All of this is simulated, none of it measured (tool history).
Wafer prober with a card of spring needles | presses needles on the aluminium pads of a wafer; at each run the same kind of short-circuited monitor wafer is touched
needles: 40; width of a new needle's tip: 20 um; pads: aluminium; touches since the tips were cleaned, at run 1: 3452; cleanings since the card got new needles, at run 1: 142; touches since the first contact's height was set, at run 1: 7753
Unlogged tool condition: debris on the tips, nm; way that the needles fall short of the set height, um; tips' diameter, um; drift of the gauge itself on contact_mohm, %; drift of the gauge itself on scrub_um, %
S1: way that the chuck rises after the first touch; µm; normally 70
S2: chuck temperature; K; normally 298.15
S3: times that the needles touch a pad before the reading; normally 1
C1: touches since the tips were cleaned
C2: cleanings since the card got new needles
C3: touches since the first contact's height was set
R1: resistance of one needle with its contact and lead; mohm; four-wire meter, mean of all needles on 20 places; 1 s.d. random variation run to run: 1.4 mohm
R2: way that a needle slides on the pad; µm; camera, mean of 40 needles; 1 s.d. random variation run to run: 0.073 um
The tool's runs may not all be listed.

{"run": 1, "hour": 0.0, "S1": 70, "S2": 298.15, "S3": 1, "C1": 3452, "C2": 142, "C3": 7753, "R1": 341, "R2": 11.31}
{"hour": 1.7, "done": "tips cleaned on abrasive film"}
{"hour": 10.0, "done": "tips cleaned on abrasive film"}
{"hour": 16.6, "done": "tips cleaned on abrasive film"}
{"hour": 24.8, "done": "tips cleaned on abrasive film"}
{"hour": 31.4, "done": "tips cleaned on abrasive film"}
{"hour": 39.7, "done": "tips cleaned on abrasive film"}
{"hour": 47.9, "done": "tips cleaned on abrasive film"}
{"hour": 56.2, "done": "tips cleaned on abrasive film"}
{"run": 2, "hour": 58.1, "S1": 70, "S2": 298.15, "S3": 1, "C1": 1281, "C2": 150, "C3": 45597, "R1": 244, "R2": 11.28}
{"hour": 63.1, "done": "tips cleaned on abrasive film"}
{"hour": 71.3, "done": "tips cleaned on abrasive film"}
{"hour": 77.9, "done": "tips cleaned on abrasive film"}
{"hour": 84.5, "done": "tips cleaned on abrasive film"}
{"hour": 92.8, "done": "tips cleaned on abrasive film"}
{"hour": 101.0, "done": "tips cleaned on abrasive film"}
{"hour": 107.6, "done": "tips cleaned on abrasive film"}
{"run": 3, "hour": 111.8, "S1": 75, "S2": 298.15, "S3": 1, "C1": 2732, "C2": 157, "C3": 80591, "R1": 288, "R2": 11.81}
{"hour": 115.1, "done": "tips cleaned on abrasive film"}
{"hour": 121.7, "done": "tips cleaned on abrasive film"}
{"hour": 130.0, "done": "tips cleaned on abrasive film"}
{"hour": 138.2, "done": "tips cleaned on abrasive film"}
{"hour": 146.5, "done": "tips cleaned on abrasive film"}
{"hour": 154.7, "done": "tips cleaned on abrasive film"}
{"hour": 161.3, "done": "tips cleaned on abrasive film"}
{"run": 4, "hour": 165.4, "S1": 75, "S2": 298.15, "S3": 1, "C1": 2721, "C2": 164, "C3": 115573, "R1": 298, "R2": 11.59}
{"hour": 168.8, "done": "tips cleaned on abrasive film"}
{"hour": 177.0, "done": "tips cleaned on abrasive film"}
{"hour": 185.3, "done": "tips cleaned on abrasive film"}
{"hour": 193.5, "done": "tips cleaned on abrasive film"}
{"hour": 201.7, "done": "tips cleaned on abrasive film"}
{"hour": 205.3, "done": "height of the first contact set anew"}
{"hour": 208.6, "done": "tips cleaned on abrasive film"}
{"hour": 216.9, "done": "tips cleaned on abrasive film"}
{"hour": 225.1, "done": "tips cleaned on abrasive film"}
{"hour": 232.7, "done": "tips cleaned on abrasive film"}
{"run": 5, "hour": 232.7, "S1": 70, "S2": 298.15, "S3": 1, "C1": 0, "C2": 173, "C3": 17838, "R1": 155, "R2": 11.3}
{"hour": 240.9, "done": "tips cleaned on abrasive film"}
{"hour": 247.5, "done": "tips cleaned on abrasive film"}
{"hour": 254.2, "done": "tips cleaned on abrasive film"}
{"hour": 262.4, "done": "tips cleaned on abrasive film"}
{"hour": 269.0, "done": "tips cleaned on abrasive film"}
{"hour": 277.3, "done": "tips cleaned on abrasive film"}
{"hour": 285.5, "done": "tips cleaned on abrasive film"}
{"run": 6, "hour": 286.6, "S1": 70, "S2": 298.15, "S3": 1, "C1": 706, "C2": 180, "C3": 52956, "R1": 212, "R2": 11.16}
{"hour": 293.2, "done": "tips cleaned on abrasive film"}
{"hour": 301.4, "done": "tips cleaned on abrasive film"}
{"hour": 309.7, "done": "tips cleaned on abrasive film"}
{"hour": 321.7, "done": "card fitted with new needles"}
{"hour": 329.9, "done": "tips cleaned on abrasive film"}
{"hour": 338.1, "done": "tips cleaned on abrasive film"}
{"run": 7, "hour": 342.4, "S1": 78, "S2": 298.15, "S3": 1, "C1": 2820, "C2": 2, "C3": 13574, "R1": 212, "R2": 12.6}
{"hour": 345.8, "done": "tips cleaned on abrasive film"}
{"hour": 354.0, "done": "tips cleaned on abrasive film"}
{"hour": 362.2, "done": "tips cleaned on abrasive film"}
{"hour": 368.8, "done": "tips cleaned on abrasive film"}
{"hour": 377.1, "done": "tips cleaned on abrasive film"}
{"hour": 383.7, "done": "tips cleaned on abrasive film"}
{"run": 8, "hour": 384.8, "S1": 70, "S2": 359.15, "S3": 1, "C1": 716, "C2": 8, "C3": 41174, "R1": 170, "R2": 11.19}
{"hour": 391.4, "done": "tips cleaned on abrasive film"}
{"hour": 398.0, "done": "tips cleaned on abrasive film"}
{"hour": 406.2, "done": "tips cleaned on abrasive film"}
{"hour": 414.5, "done": "tips cleaned on abrasive film"}
{"hour": 422.7, "done": "tips cleaned on abrasive film"}
{"hour": 431.0, "done": "tips cleaned on abrasive film"}
{"run": 9, "hour": 432.2, "S1": 70, "S2": 359.15, "S3": 1, "C1": 794, "C2": 14, "C3": 72079, "R1": 175, "R2": 11.06}
{"hour": 438.8, "done": "tips cleaned on abrasive film"}
{"hour": 447.0, "done": "tips cleaned on abrasive film"}
{"hour": 453.6, "done": "tips cleaned on abrasive film"}
{"hour": 461.9, "done": "tips cleaned on abrasive film"}
{"hour": 468.5, "done": "tips cleaned on abrasive film"}
{"run": 10, "hour": 472.8, "S1": 70, "S2": 359.15, "S3": 1, "C1": 2847, "C2": 19, "C3": 98585, "R1": 262, "R2": 11.09}
{"hour": 476.1, "done": "tips cleaned on abrasive film"}
{"hour": 484.4, "done": "tips cleaned on abrasive film"}
{"hour": 492.6, "done": "tips cleaned on abrasive film"}
{"hour": 499.2, "done": "tips cleaned on abrasive film"}
{"hour": 507.5, "done": "tips cleaned on abrasive film"}
{"hour": 514.1, "done": "tips cleaned on abrasive film"}
{"hour": 522.3, "done": "tips cleaned on abrasive film"}
{"run": 11, "hour": 528.7, "S1": 70, "S2": 359.15, "S3": 1, "C1": 4215, "C2": 26, "C3": 135062, "R1": 286, "R2": 10.78}
{"hour": 530.4, "done": "tips cleaned on abrasive film"}
{"hour": 537.1, "done": "tips cleaned on abrasive film"}
{"hour": 539.0, "done": "height of the first contact set anew"}
{"hour": 545.6, "done": "tips cleaned on abrasive film"}
{"hour": 552.2, "done": "tips cleaned on abrasive film"}
{"hour": 558.8, "done": "tips cleaned on abrasive film"}
{"hour": 567.1, "done": "tips cleaned on abrasive film"}
{"hour": 573.7, "done": "tips cleaned on abrasive film"}
{"run": 12, "hour": 574.8, "S1": 70, "S2": 359.15, "S3": 1, "C1": 777, "C2": 33, "C3": 23361, "R1": 173, "R2": 11.28}
{"hour": 581.5, "done": "tips cleaned on abrasive film"}
{"hour": 588.1, "done": "tips cleaned on abrasive film"}
{"hour": 596.3, "done": "tips cleaned on abrasive film"}
{"hour": 602.9, "done": "tips cleaned on abrasive film"}
{"run": 13, "hour": 604.6, "S1": 70, "S2": 359.15, "S3": 1, "C1": 1083, "C2": 37, "C3": 42726, "R1": 199, "R2": 11.08}
{"hour": 611.1, "done": "tips cleaned on abrasive film"}
{"hour": 617.7, "done": "tips cleaned on abrasive film"}
{"hour": 624.4, "done": "tips cleaned on abrasive film"}
{"hour": 632.6, "done": "tips cleaned on abrasive film"}
{"hour": 640.8, "done": "tips cleaned on abrasive film"}
{"hour": 647.5, "done": "tips cleaned on abrasive film"}
{"run": 14, "hour": 651.0, "S1": 70, "S2": 359.15, "S3": 1, "C1": 2354, "C2": 43, "C3": 73018, "R1": 259, "R2": 11}
{"hour": 654.4, "done": "tips cleaned on abrasive film"}
{"hour": 661.0, "done": "tips cleaned on abrasive film"}
{"hour": 667.6, "done": "tips cleaned on abrasive film"}
{"hour": 675.8, "done": "tips cleaned on abrasive film"}
{"hour": 682.4, "done": "tips cleaned on abrasive film"}
{"hour": 690.7, "done": "tips cleaned on abrasive film"}
{"hour": 697.3, "done": "tips cleaned on abrasive film"}
{"hour": 705.5, "done": "tips cleaned on abrasive film"}
{"run": 15, "hour": 709.0, "S1": 61, "S2": 298.15, "S3": 2, "C1": 2296, "C2": 51, "C3": 110802, "R1": 239, "R2": 9.25}
{"hour": 712.4, "done": "tips cleaned on abrasive film"}
{"hour": 719.0, "done": "tips cleaned on abrasive film"}
{"hour": 727.2, "done": "tips cleaned on abrasive film"}
{"hour": 733.8, "done": "tips cleaned on abrasive film"}
{"run": 16, "hour": 740.2, "S1": 89, "S2": 298.15, "S3": 3, "C1": 4238, "C2": 55, "C3": 131167, "R1": 161, "R2": 13.96}

What will run 17 give?
{"hour": 742.0, "done": "tips cleaned on abrasive film"}
{"hour": 748.6, "done": "tips cleaned on abrasive film"}
{"hour": 756.8, "done": "tips cleaned on abrasive film"}
{"hour": 757.1, "done": "height of the first contact set anew"}
{"hour": 765.4, "done": "tips cleaned on abrasive film"}
{"hour": 773.6, "done": "tips cleaned on abrasive film"}
{"hour": 780.2, "done": "tips cleaned on abrasive film"}
{"hour": 788.5, "done": "tips cleaned on abrasive film"}
{"run": 17, "hour": 791.4, "S1": 67, "S2": 319.15, "S3": 1, "C1": 1919, "C2": 62, "C3": 22351, "R1": "?", "R2": "?"}

Run 17 yielded R1 258 mohm, R2 10.89 µm.
Without the tool's hidden state the same run would have given R1 124 mohm, R2 10.98 µm.

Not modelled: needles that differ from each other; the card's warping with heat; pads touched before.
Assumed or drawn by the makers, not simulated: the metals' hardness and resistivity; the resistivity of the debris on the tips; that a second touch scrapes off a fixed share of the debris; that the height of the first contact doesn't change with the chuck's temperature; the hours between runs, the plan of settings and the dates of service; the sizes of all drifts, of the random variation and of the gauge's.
